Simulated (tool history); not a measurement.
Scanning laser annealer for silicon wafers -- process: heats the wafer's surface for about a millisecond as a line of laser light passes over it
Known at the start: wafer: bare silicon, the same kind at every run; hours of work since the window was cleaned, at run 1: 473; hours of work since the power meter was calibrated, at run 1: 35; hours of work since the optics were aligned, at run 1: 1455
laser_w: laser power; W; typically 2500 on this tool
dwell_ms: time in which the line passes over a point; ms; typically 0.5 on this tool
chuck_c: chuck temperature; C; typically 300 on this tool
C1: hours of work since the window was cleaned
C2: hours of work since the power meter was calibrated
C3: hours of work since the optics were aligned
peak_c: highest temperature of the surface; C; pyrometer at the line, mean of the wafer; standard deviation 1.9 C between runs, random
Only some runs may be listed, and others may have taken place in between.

{"run": 1, "hour": 0.0, "laser_w": 2500, "dwell_ms": 0.5, "chuck_c": 300, "C1": 473, "C2": 35, "C3": 1455, "peak_c": 1070}
{"run": 2, "hour": 6.3, "laser_w": 2500, "dwell_ms": 0.5, "chuck_c": 300, "C1": 476, "C2": 38, "C3": 1458, "peak_c": 1069}
{"run": 3, "hour": 13.4, "laser_w": 2500, "dwell_ms": 0.5, "chuck_c": 300, "C1": 480, "C2": 42, "C3": 1462, "peak_c": 1072}
{"run": 4, "hour": 20.0, "laser_w": 2500, "dwell_ms": 0.5, "chuck_c": 300, "C1": 483, "C2": 45, "C3": 1465, "peak_c": 1070}
{"run": 5, "hour": 25.6, "laser_w": 2500, "dwell_ms": 0.5, "chuck_c": 300, "C1": 486, "C2": 48, "C3": 1468, "peak_c": 1070}
{"run": 6, "hour": 35.9, "laser_w": 2500, "dwell_ms": 0.5, "chuck_c": 300, "C1": 491, "C2": 53, "C3": 1473, "peak_c": 1071}
{"run": 7, "hour": 49.1, "laser_w": 2500, "dwell_ms": 0.5, "chuck_c": 300, "C1": 498, "C2": 60, "C3": 1480, "peak_c": 1064}
{"run": 8, "hour": 60.3, "laser_w": 2500, "dwell_ms": 0.357, "chuck_c": 300, "C1": 504, "C2": 66, "C3": 1486, "peak_c": 931}
{"hour": 63.9, "done": "laser's power meter calibrated"}
{"run": 9, "hour": 73.7, "laser_w": 2364, "dwell_ms": 0.5, "chuck_c": 317, "C1": 509, "C2": 5, "C3": 1491, "peak_c": 1040}
{"run": 10, "hour": 85.1, "laser_w": 2729, "dwell_ms": 0.363, "chuck_c": 302, "C1": 515, "C2": 11, "C3": 1497, "peak_c": 999}
{"run": 11, "hour": 92.8, "laser_w": 2728, "dwell_ms": 0.517, "chuck_c": 302, "C1": 519, "C2": 15, "C3": 1501, "peak_c": 1157}
{"run": 12, "hour": 102.1, "laser_w": 2356, "dwell_ms": 0.5, "chuck_c": 281, "C1": 524, "C2": 20, "C3": 1506, "peak_c": 1001}
{"run": 13, "hour": 110.3, "laser_w": 2484, "dwell_ms": 0.613, "chuck_c": 300, "C1": 528, "C2": 24, "C3": 1510, "peak_c": 1154}
{"run": 14, "hour": 116.6, "laser_w": 2291, "dwell_ms": 0.471, "chuck_c": 311, "C1": 531, "C2": 27, "C3": 1513, "peak_c": 986}

Branching from run 14: 4 alternative next runs. What would each branch give?
{"hour": 124.2, "done": "laser's power meter calibrated, once more"}
{"run": "A", "hour": 131.6, "laser_w": 2500, "dwell_ms": 0.571, "chuck_c": 300, "C1": 537, "C2": 4, "C3": 1519, "peak_c": "?"}
{"hour": 124.2, "done": "laser's power meter calibrated, once more"}
{"run": "B", "hour": 131.6, "laser_w": 2383, "dwell_ms": 0.449, "chuck_c": 338, "C1": 537, "C2": 4, "C3": 1519, "peak_c": "?"}
{"hour": 124.2, "done": "laser's power meter calibrated, once more"}
{"run": "C", "hour": 131.6, "laser_w": 2126, "dwell_ms": 0.5, "chuck_c": 300, "C1": 537, "C2": 4, "C3": 1519, "peak_c": "?"}
{"hour": 124.2, "done": "laser's power meter calibrated, once more"}
{"run": "D", "hour": 131.6, "laser_w": 2161, "dwell_ms": 0.436, "chuck_c": 300, "C1": 537, "C2": 4, "C3": 1519, "peak_c": "?"}

run=A peak_c=1128
run=B peak_c=1023
run=C peak_c=945
run=D peak_c=910
Stripped of hidden state, with their random variation kept, the same runs would have yielded:
run=A peak_c=1179
run=B peak_c=1065
run=C peak_c=985
run=D peak_c=947
